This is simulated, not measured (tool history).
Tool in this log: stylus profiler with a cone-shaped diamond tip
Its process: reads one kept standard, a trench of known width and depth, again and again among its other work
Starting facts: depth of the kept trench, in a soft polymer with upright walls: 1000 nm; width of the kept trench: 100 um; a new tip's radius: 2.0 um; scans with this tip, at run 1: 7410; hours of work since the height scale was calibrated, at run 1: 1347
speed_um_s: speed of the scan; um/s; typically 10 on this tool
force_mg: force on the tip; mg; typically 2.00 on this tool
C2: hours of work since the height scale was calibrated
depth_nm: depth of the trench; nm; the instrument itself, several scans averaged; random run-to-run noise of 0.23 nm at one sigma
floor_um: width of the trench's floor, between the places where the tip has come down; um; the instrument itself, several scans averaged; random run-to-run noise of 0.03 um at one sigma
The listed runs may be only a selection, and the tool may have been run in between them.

{"run": 1, "hour": 0.0, "speed_um_s": 10, "force_mg": 2.0, "scans with this tip": 7410, "C2": 1347, "depth_nm": 1007.41, "floor_um": 96.08}
{"run": 2, "hour": 62.4, "speed_um_s": 10, "force_mg": 2.0, "scans with this tip": 7642, "C2": 1389, "depth_nm": 1007.63, "floor_um": 96.01}
{"run": 3, "hour": 166.4, "speed_um_s": 10, "force_mg": 2.0, "scans with this tip": 8028, "C2": 1460, "depth_nm": 1008.17, "floor_um": 95.96}
{"run": 4, "hour": 266.5, "speed_um_s": 10, "force_mg": 2.38, "scans with this tip": 8401, "C2": 1527, "depth_nm": 1008.74, "floor_um": 95.98}
{"run": 5, "hour": 353.1, "speed_um_s": 17, "force_mg": 2.0, "scans with this tip": 8722, "C2": 1586, "depth_nm": 1007.22, "floor_um": 95.94}
{"run": 6, "hour": 438.3, "speed_um_s": 40, "force_mg": 2.0, "scans with this tip": 9039, "C2": 1644, "depth_nm": 1007.52, "floor_um": 95.88}
{"run": 7, "hour": 512.7, "speed_um_s": 40, "force_mg": 2.0, "scans with this tip": 9316, "C2": 1694, "depth_nm": 1007.4, "floor_um": 95.87}
{"run": 8, "hour": 575.5, "speed_um_s": 10, "force_mg": 2.0, "scans with this tip": 9549, "C2": 1736, "depth_nm": 1007.33, "floor_um": 95.94}
{"run": 9, "hour": 636.6, "speed_um_s": 10, "force_mg": 2.0, "scans with this tip": 9776, "C2": 1778, "depth_nm": 1007.24, "floor_um": 95.92}
{"run": 10, "hour": 710.8, "speed_um_s": 10, "force_mg": 2.0, "scans with this tip": 10052, "C2": 1828, "depth_nm": 1007.06, "floor_um": 95.91}
{"run": 11, "hour": 797.4, "speed_um_s": 10, "force_mg": 2.0, "scans with this tip": 10374, "C2": 1886, "depth_nm": 1007.41, "floor_um": 95.86}
{"run": 12, "hour": 850.0, "speed_um_s": 10, "force_mg": 2.0, "scans with this tip": 10570, "C2": 1922, "depth_nm": 1006.11, "floor_um": 95.93}
{"run": 13, "hour": 960.2, "speed_um_s": 10, "force_mg": 2.0, "scans with this tip": 10980, "C2": 1996, "depth_nm": 1006.98, "floor_um": 95.83}
{"run": 14, "hour": 1039.7, "speed_um_s": 10, "force_mg": 2.0, "scans with this tip": 11275, "C2": 2050, "depth_nm": 1006.47, "floor_um": 95.84}
{"hour": 1056.5, "done": "height scale calibrated on a step standard"}
{"run": 15, "hour": 1132.8, "speed_um_s": 10, "force_mg": 2.0, "scans with this tip": 11619, "C2": 52, "depth_nm": 1009.04, "floor_um": 95.79}
{"run": 16, "hour": 1213.9, "speed_um_s": 10, "force_mg": 2.0, "scans with this tip": 11921, "C2": 106, "depth_nm": 1009.02, "floor_um": 95.78}
{"run": 17, "hour": 1282.1, "speed_um_s": 10, "force_mg": 2.0, "scans with this tip": 12174, "C2": 152, "depth_nm": 1008.6, "floor_um": 95.77}
{"run": 18, "hour": 1397.0, "speed_um_s": 38, "force_mg": 2.0, "scans with this tip": 12601, "C2": 230, "depth_nm": 1008.93, "floor_um": 95.72}
{"run": 19, "hour": 1484.3, "speed_um_s": 11, "force_mg": 2.0, "scans with this tip": 12926, "C2": 289, "depth_nm": 1008.3, "floor_um": 95.79}
{"run": 20, "hour": 1562.8, "speed_um_s": 36, "force_mg": 0.91, "scans with this tip": 13218, "C2": 342, "depth_nm": 1004.61, "floor_um": 95.68}
{"run": 21, "hour": 1656.5, "speed_um_s": 36, "force_mg": 2.02, "scans with this tip": 13566, "C2": 406, "depth_nm": 1008.41, "floor_um": 95.68}
{"run": 22, "hour": 1736.3, "speed_um_s": 9, "force_mg": 1.35, "scans with this tip": 13863, "C2": 460, "depth_nm": 1006.2, "floor_um": 95.68}
{"run": 23, "hour": 1830.5, "speed_um_s": 9, "force_mg": 1.35, "scans with this tip": 14213, "C2": 523, "depth_nm": 1006.05, "floor_um": 95.68}
{"run": 24, "hour": 1880.2, "speed_um_s": 20, "force_mg": 5.78, "scans with this tip": 14398, "C2": 557, "depth_nm": 1017.69, "floor_um": 95.7}
{"run": 25, "hour": 1934.6, "speed_um_s": 3, "force_mg": 4.29, "scans with this tip": 14600, "C2": 593, "depth_nm": 1013.87, "floor_um": 95.66}
{"run": 26, "hour": 2046.7, "speed_um_s": 26, "force_mg": 4.29, "scans with this tip": 15017, "C2": 669, "depth_nm": 1013.56, "floor_um": 95.68}
{"run": 27, "hour": 2104.0, "speed_um_s": 6, "force_mg": 1.3, "scans with this tip": 15230, "C2": 708, "depth_nm": 1005.43, "floor_um": 95.6}
{"run": 28, "hour": 2171.4, "speed_um_s": 30, "force_mg": 2.26, "scans with this tip": 15480, "C2": 754, "depth_nm": 1008.84, "floor_um": 95.53}
{"run": 29, "hour": 2218.1, "speed_um_s": 33, "force_mg": 1.67, "scans with this tip": 15654, "C2": 785, "depth_nm": 1006.51, "floor_um": 95.58}
{"run": 30, "hour": 2325.7, "speed_um_s": 2, "force_mg": 2.0, "scans with this tip": 16054, "C2": 858, "depth_nm": 1007.96, "floor_um": 95.59}
{"run": 31, "hour": 2413.0, "speed_um_s": 3, "force_mg": 1.64, "scans with this tip": 16379, "C2": 917, "depth_nm": 1006.49, "floor_um": 95.54}
{"run": 32, "hour": 2493.8, "speed_um_s": 3, "force_mg": 1.64, "scans with this tip": 16679, "C2": 971, "depth_nm": 1006.5, "floor_um": 95.57}
{"run": 33, "hour": 2562.9, "speed_um_s": 2, "force_mg": 4.87, "scans with this tip": 16936, "C2": 1018, "depth_nm": 1014.85, "floor_um": 95.6}

4 options for the next run, each taken on its own from the tool as it stands now. Forecast them:
{"run": "A", "hour": 2618.9, "speed_um_s": 6, "force_mg": 1.92, "scans with this tip": 17144, "C2": 1056, "depth_nm": "?", "floor_um": "?"}
{"run": "B", "hour": 2618.9, "speed_um_s": 12, "force_mg": 1.75, "scans with this tip": 17144, "C2": 1056, "depth_nm": "?", "floor_um": "?"}
{"run": "C", "hour": 2618.9, "speed_um_s": 8, "force_mg": 5.96, "scans with this tip": 17144, "C2": 1056, "depth_nm": "?", "floor_um": "?"}
{"run": "D", "hour": 2618.9, "speed_um_s": 2, "force_mg": 2.07, "scans with this tip": 17144, "C2": 1056, "depth_nm": "?", "floor_um": "?"}

run=A depth_nm=1006.84 floor_um=95.51
run=B depth_nm=1006.11 floor_um=95.49
run=C depth_nm=1016.99 floor_um=95.49
run=D depth_nm=1007.21 floor_um=95.52
Without the tool's hidden state the same runs would have given:
run=A depth_nm=1008.69 floor_um=96.50
run=B depth_nm=1007.96 floor_um=96.49
run=C depth_nm=1018.86 floor_um=96.48
run=D depth_nm=1009.06 floor_um=96.51
